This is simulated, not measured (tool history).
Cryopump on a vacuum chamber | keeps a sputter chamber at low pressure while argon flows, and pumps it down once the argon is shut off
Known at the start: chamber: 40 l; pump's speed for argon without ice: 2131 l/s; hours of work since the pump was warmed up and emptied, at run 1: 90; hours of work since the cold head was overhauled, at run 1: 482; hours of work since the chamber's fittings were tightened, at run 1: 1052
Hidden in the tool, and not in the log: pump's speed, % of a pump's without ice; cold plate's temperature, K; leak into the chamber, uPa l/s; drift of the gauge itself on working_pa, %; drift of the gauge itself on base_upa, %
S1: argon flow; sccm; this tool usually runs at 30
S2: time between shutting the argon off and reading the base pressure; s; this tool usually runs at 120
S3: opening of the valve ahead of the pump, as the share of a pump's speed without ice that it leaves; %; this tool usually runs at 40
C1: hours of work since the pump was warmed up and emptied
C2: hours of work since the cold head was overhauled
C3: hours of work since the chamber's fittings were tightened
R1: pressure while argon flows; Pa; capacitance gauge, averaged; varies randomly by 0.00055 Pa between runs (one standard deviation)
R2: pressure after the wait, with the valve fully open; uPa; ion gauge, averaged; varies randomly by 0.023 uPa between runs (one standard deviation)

run    hour  S1   S2  S3   C1    C2    C3      R1    R2
  1     0.0  30  120  40   90   482  1052  0.0606  1.26
  2   120.0  30   57  40  174   566  1136  0.0612  1.92
  3   180.4  17  120  40  217   608  1178  0.0354  1.35
  4   289.1  17  120  40  293   685  1254  0.0362  1.42
      397.0  -- pump warmed up, emptied and cooled again
  5   419.0  17  120  40   15   772  1341  0.0327  1.39
  6   503.3  30  120  40   74   831  1400  0.0606  1.43
  7   626.9  30  120  40  161   918  1487  0.0613  1.48
  8   686.5  30  120  40  203   959  1529  0.0617  1.56
  9   792.3  30  120  40  277  1033  1603  0.0621  1.60
 10   897.7  21  120  40  351  1107  1677  0.0447  1.67
      921.3  -- pump warmed up, emptied and cooled again
 11  1016.2  30   51  40   66  1187  1756  0.0604  2.37
 12  1079.9  30   51  24  111  1231  1801  0.1005  2.45
 13  1197.0  30  120  40  193  1313  1883  0.0612  1.73
 14  1294.6  30  120  40  261  1382  1951  0.0627  1.79
 15  1362.8  30  120  44  309  1429  1999  0.0576  1.87
     1445.9  -- pump warmed up, emptied and cooled again
 16  1472.0  30  120  40   18  1502  2072  0.0597  1.76
 17  1525.3  30   67  40   56  1540  2109  0.0598  2.20
     1563.2  -- leaking fittings of the chamber tightened, without venting
 18  1648.2  30   67  40  140  1624    60  0.0615  1.24
 19  1723.8  30   67  40  193  1677   112  0.0629  1.21
 20  1836.1  30   67  40  272  1756   191  0.0620  1.26
 21  1901.3  43  120  36  317  1802   237  0.1002  0.90
     1977.5  -- pump warmed up, emptied and cooled again
 22  2016.5  13   82  47   27  1879   314  0.0217  1.12
 23  2092.4  13   82  47   80  1932   367  0.0225  1.13
 24  2163.1  26  219  38  130  1981   417  0.0556  0.67
 25  2227.5  30  286  20  175  2027   462  0.1217  0.59
 26  2334.2  30   67  45  250  2101   536  0.0559  1.43
 27  2459.1  30   67  45  337  2189   624  0.0565  1.55
     2506.4  -- pump warmed up, emptied and cooled again
 28  2553.5  12   25  17   33  2251   686  0.0561  3.13
 29  2652.5  12   25  17  102  2321   756  0.0559  3.18
 30  2762.0  12   25  21  179  2397   832  0.0465  3.36
 31  2817.3  12   25  21  218  2436   871  0.0469  3.27
 32  2893.7  56   26  33  271  2490   925  0.1405  3.32
 33  2997.6  22   84  19  344  2562   997  0.0949  1.54
     3034.2  -- pump warmed up, emptied and cooled again
 34  3122.7  23  151  31   62  2646  1082  0.0592  1.12
 35  3222.9  23  151  31  132  2717  1152  0.0602  1.19

Some steps in R1 between neighbouring runs. How much of each would the tool show without its hidden state too (settings, what came in, random variation), and how much is left for the hidden state, with any gauge scatter that isn't in both results?
Run 21 -> 22: S1 43 -> 13, S2 120 -> 82, S3 36 -> 47, pump warmed up, emptied and cooled again. R1 -0.0785 Pa: hidden state -0.0051, all else -0.0734.
Run 24 -> 25: S1 26 -> 30, S2 219 -> 286, S3 38 -> 20. R1 +0.0661 Pa: hidden state +0.0008, all else +0.0653.
Run 27 -> 28: S1 30 -> 12, S2 67 -> 25, S3 45 -> 17, pump warmed up, emptied and cooled again. R1 -0.0004 Pa: hidden state -0.0041, all else +0.0037.
Run 31 -> 32: S1 12 -> 56, S2 25 -> 26, S3 21 -> 33. R1 +0.0936 Pa: hidden state +0.0052, all else +0.0884.
